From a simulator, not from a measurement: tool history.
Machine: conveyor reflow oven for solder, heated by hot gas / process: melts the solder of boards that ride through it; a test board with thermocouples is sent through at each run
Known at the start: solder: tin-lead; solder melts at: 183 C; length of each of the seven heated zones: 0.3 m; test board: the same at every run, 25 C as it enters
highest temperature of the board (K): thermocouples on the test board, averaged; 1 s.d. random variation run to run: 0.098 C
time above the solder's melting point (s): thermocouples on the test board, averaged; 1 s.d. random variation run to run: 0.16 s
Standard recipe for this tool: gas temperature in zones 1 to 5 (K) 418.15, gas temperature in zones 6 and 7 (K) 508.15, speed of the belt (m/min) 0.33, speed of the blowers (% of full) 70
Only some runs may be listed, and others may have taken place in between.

run    hour  gas temperature in zones 1 to 5 (K)  gas temperature in zones 6 and 7 (K)  speed of the belt (m/min)  speed of the blowers (% of full)  highest temperature of the board (K)  time above the solder's melting point (s)
  1       0                               418.15                                508.15                       0.33                                70                                499.01                                       96.1
  2    55.4                               418.15                                508.15                       0.33                                70                                   499                                       96.2
  3     134                               418.15                                508.15                       0.33                                70                                498.97                                         96
  4   216.5                               418.15                                508.15                       0.33                                70                                498.67                                       96.1
  5   293.4                               418.15                                508.15                       0.33                                70                                498.93                                       96.3
  6   340.3                               418.15                                508.15                       0.33                                70                                 498.8                                       96.2
      378.9  -- thermocouples of zones 6 and 7 changed
  7     407                               418.15                                508.15                       0.33                                70                                496.09                                       93.9
  8   473.4                               418.15                                508.15                       0.33                                54                                492.02                                       89.2
  9   546.8                               418.15                                508.15                       0.33                                70                                496.03                                       94.2
      555.9  -- flux residue cleaned out of gas plates and filters
 10   632.8                               418.15                                508.15                       0.33                                70                                495.07                                       93.2
      669.7  -- belt drive overhauled, speed set with a stopwatch
 11   679.3                               418.15                                508.15                       0.33                                70                                494.56                                       90.1
 12   750.7                               418.15                                508.15                       0.33                                70                                 494.5                                         90
 13   832.4                               418.15                                503.15                       0.33                                70                                489.78                                       85.6
      850.4  -- flux residue cleaned out of gas plates and filters, once more
 14   906.1                               418.15                                503.15                       0.33                                70                                493.01                                       89.7
 15   971.9                               418.15                                503.15                       0.33                                70                                492.83                                       89.5
 16  1049.9                               418.15                                509.15                       0.33                                70                                497.99                                       94.3
 17  1128.2                               410.15                                508.15                       0.31                                77                                499.19                                       97.8

For run 18, what comes out?
 18  1213.6                               404.15                                508.15                       0.33                                55                                     ?                                          ?

Run 18 produced highest temperature of the board (K) 490.72, time above the solder's melting point (s) 79.
Minus the tool's unlogged condition, the same run would have read highest temperature of the board (K) 490.63, time above the solder's melting point (s) 78.7.
